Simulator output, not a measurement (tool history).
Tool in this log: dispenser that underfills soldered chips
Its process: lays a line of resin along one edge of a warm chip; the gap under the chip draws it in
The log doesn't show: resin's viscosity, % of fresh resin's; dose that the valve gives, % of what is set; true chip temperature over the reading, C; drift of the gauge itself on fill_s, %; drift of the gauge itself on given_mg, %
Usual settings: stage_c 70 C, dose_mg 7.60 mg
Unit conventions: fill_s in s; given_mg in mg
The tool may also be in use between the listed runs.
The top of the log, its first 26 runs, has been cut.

| run | hour | stage_c | dose_mg | hours of work since the syringe was changed | hours of work since the valve was cleaned | hours of work since the stage was calibrated | fill_s | given_mg |
|---|---|---|---|---|---|---|---|---|
| 27 | 102.2 | 62 | 7.65 | 3 | 70 | 80 | 105.1 | 7.35 |
|  | 107.0 | new syringe of resin |
| 28 | 107.5 | 83 | 9.78 | 0 | 73 | 83 | 44.9 | 9.40 |
| 29 | 111.7 | 83 | 9.78 | 3 | 75 | 86 | 51.1 | 9.32 |
| 30 | 115.6 | 81 | 8.34 | 5 | 78 | 88 | 61.8 | 7.95 |
|  | 117.1 | new syringe of resin |
| 31 | 121.1 | 75 | 7.97 | 2 | 81 | 91 | 65.4 | 7.59 |
| 32 | 125.1 | 75 | 7.87 | 5 | 83 | 94 | 73.8 | 7.45 |
|  | 127.3 | new syringe of resin |
| 33 | 129.8 | 75 | 7.87 | 2 | 86 | 97 | 64.3 | 7.48 |
| 34 | 132.7 | 75 | 7.87 | 3 | 88 | 98 | 69.6 | 7.48 |
| 35 | 136.8 | 75 | 7.87 | 6 | 90 | 101 | 78.4 | 7.45 |
|  | 137.4 | new syringe of resin |
| 36 | 140.0 | 82 | 7.93 | 2 | 92 | 103 | 50.3 | 7.52 |

Here are 3 independent what-if runs from the current tool condition. What would each one return?
| A | 143.3 | 68 | 9.62 | 4 | 94 | 105 | ? | ? |
| B | 143.3 | 82 | 8.28 | 4 | 94 | 105 | ? | ? |
| C | 143.3 | 64 | 7.20 | 4 | 94 | 105 | ? | ? |

| run | fill_s | given_mg |
|---|---|---|
| A | 82.3 | 9.09 |
| B | 54.6 | 7.84 |
| C | 100.2 | 6.81 |
Without the tool's hidden state the same runs would have given:
| run | fill_s | given_mg |
|---|---|---|
| A | 69.5 | 9.61 |
| B | 45.8 | 8.29 |
| C | 83.5 | 7.20 |
